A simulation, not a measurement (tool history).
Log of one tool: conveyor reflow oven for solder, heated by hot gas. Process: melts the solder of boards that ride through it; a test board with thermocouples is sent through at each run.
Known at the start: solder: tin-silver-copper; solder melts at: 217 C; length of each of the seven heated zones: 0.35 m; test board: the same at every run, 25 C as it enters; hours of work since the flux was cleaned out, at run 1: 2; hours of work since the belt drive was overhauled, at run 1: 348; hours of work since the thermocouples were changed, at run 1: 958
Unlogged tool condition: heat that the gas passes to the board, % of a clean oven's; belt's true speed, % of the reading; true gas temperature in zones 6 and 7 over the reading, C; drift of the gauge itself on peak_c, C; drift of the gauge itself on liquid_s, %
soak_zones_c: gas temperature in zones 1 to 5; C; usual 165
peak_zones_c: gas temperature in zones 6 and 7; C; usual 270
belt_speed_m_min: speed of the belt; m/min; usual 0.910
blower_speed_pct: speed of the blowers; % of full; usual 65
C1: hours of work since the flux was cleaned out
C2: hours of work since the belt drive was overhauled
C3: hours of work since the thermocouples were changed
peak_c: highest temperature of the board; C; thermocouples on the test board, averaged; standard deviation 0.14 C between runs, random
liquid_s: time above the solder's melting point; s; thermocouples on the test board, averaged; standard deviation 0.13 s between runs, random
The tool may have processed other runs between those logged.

{"run": 1, "hour": 0.0, "soak_zones_c": 165, "peak_zones_c": 270, "belt_speed_m_min": 0.91, "blower_speed_pct": 65, "C1": 2, "C2": 348, "C3": 958, "peak_c": 247.1, "liquid_s": 29.2}
{"run": 2, "hour": 9.0, "soak_zones_c": 165, "peak_zones_c": 270, "belt_speed_m_min": 0.91, "blower_speed_pct": 65, "C1": 8, "C2": 353, "C3": 964, "peak_c": 247.0, "liquid_s": 29.1}
{"run": 3, "hour": 15.4, "soak_zones_c": 165, "peak_zones_c": 270, "belt_speed_m_min": 0.91, "blower_speed_pct": 65, "C1": 12, "C2": 358, "C3": 968, "peak_c": 246.9, "liquid_s": 29.0}
{"run": 4, "hour": 29.0, "soak_zones_c": 165, "peak_zones_c": 270, "belt_speed_m_min": 0.91, "blower_speed_pct": 65, "C1": 21, "C2": 366, "C3": 977, "peak_c": 247.1, "liquid_s": 29.0}
{"run": 5, "hour": 37.7, "soak_zones_c": 165, "peak_zones_c": 270, "belt_speed_m_min": 1.072, "blower_speed_pct": 65, "C1": 26, "C2": 372, "C3": 982, "peak_c": 239.0, "liquid_s": 20.1}
{"run": 6, "hour": 45.4, "soak_zones_c": 165, "peak_zones_c": 270, "belt_speed_m_min": 1.072, "blower_speed_pct": 65, "C1": 31, "C2": 377, "C3": 987, "peak_c": 238.9, "liquid_s": 19.5}
{"run": 7, "hour": 53.2, "soak_zones_c": 165, "peak_zones_c": 270, "belt_speed_m_min": 0.91, "blower_speed_pct": 65, "C1": 36, "C2": 382, "C3": 992, "peak_c": 246.9, "liquid_s": 29.1}
{"run": 8, "hour": 67.3, "soak_zones_c": 165, "peak_zones_c": 275, "belt_speed_m_min": 0.747, "blower_speed_pct": 65, "C1": 45, "C2": 391, "C3": 1002, "peak_c": 259.0, "liquid_s": 43.2}
{"run": 9, "hour": 80.3, "soak_zones_c": 165, "peak_zones_c": 275, "belt_speed_m_min": 0.747, "blower_speed_pct": 65, "C1": 54, "C2": 399, "C3": 1010, "peak_c": 259.3, "liquid_s": 43.1}
{"run": 10, "hour": 86.7, "soak_zones_c": 165, "peak_zones_c": 275, "belt_speed_m_min": 0.747, "blower_speed_pct": 65, "C1": 58, "C2": 403, "C3": 1014, "peak_c": 259.2, "liquid_s": 43.2}
{"run": 11, "hour": 98.7, "soak_zones_c": 165, "peak_zones_c": 269, "belt_speed_m_min": 0.91, "blower_speed_pct": 59, "C1": 65, "C2": 411, "C3": 1022, "peak_c": 242.9, "liquid_s": 26.2}
{"run": 12, "hour": 106.2, "soak_zones_c": 161, "peak_zones_c": 270, "belt_speed_m_min": 1.006, "blower_speed_pct": 65, "C1": 70, "C2": 416, "C3": 1027, "peak_c": 241.0, "liquid_s": 21.8}
{"run": 13, "hour": 119.7, "soak_zones_c": 165, "peak_zones_c": 270, "belt_speed_m_min": 0.91, "blower_speed_pct": 65, "C1": 79, "C2": 425, "C3": 1035, "peak_c": 246.6, "liquid_s": 28.8}

Consider 5 possible next runs. They are alternatives, not a sequence: every one starts from the tool as it was left by run 13. What does each give?
{"run": "A", "hour": 130.1, "soak_zones_c": 172, "peak_zones_c": 270, "belt_speed_m_min": 0.91, "blower_speed_pct": 65, "C1": 86, "C2": 431, "C3": 1042, "peak_c": "?", "liquid_s": "?"}
{"run": "B", "hour": 130.1, "soak_zones_c": 165, "peak_zones_c": 270, "belt_speed_m_min": 0.883, "blower_speed_pct": 73, "C1": 86, "C2": 431, "C3": 1042, "peak_c": "?", "liquid_s": "?"}
{"run": "C", "hour": 130.1, "soak_zones_c": 165, "peak_zones_c": 270, "belt_speed_m_min": 0.91, "blower_speed_pct": 73, "C1": 86, "C2": 431, "C3": 1042, "peak_c": "?", "liquid_s": "?"}
{"run": "D", "hour": 130.1, "soak_zones_c": 162, "peak_zones_c": 270, "belt_speed_m_min": 0.761, "blower_speed_pct": 51, "C1": 86, "C2": 431, "C3": 1042, "peak_c": "?", "liquid_s": "?"}
{"run": "E", "hour": 130.1, "soak_zones_c": 161, "peak_zones_c": 270, "belt_speed_m_min": 0.91, "blower_speed_pct": 65, "C1": 86, "C2": 431, "C3": 1042, "peak_c": "?", "liquid_s": "?"}

run=A peak_c=248.4 liquid_s=31.2
run=B peak_c=251.7 liquid_s=33.0
run=C peak_c=250.5 liquid_s=31.1
run=D peak_c=246.1 liquid_s=33.6
run=E peak_c=245.7 liquid_s=27.6
With the hidden condition removed and each run's random variation left untouched, the same runs would have given:
run=A peak_c=245.5 liquid_s=29.5
run=B peak_c=248.7 liquid_s=31.3
run=C peak_c=247.6 liquid_s=29.5
run=D peak_c=243.0 liquid_s=31.2
run=E peak_c=242.9 liquid_s=25.8
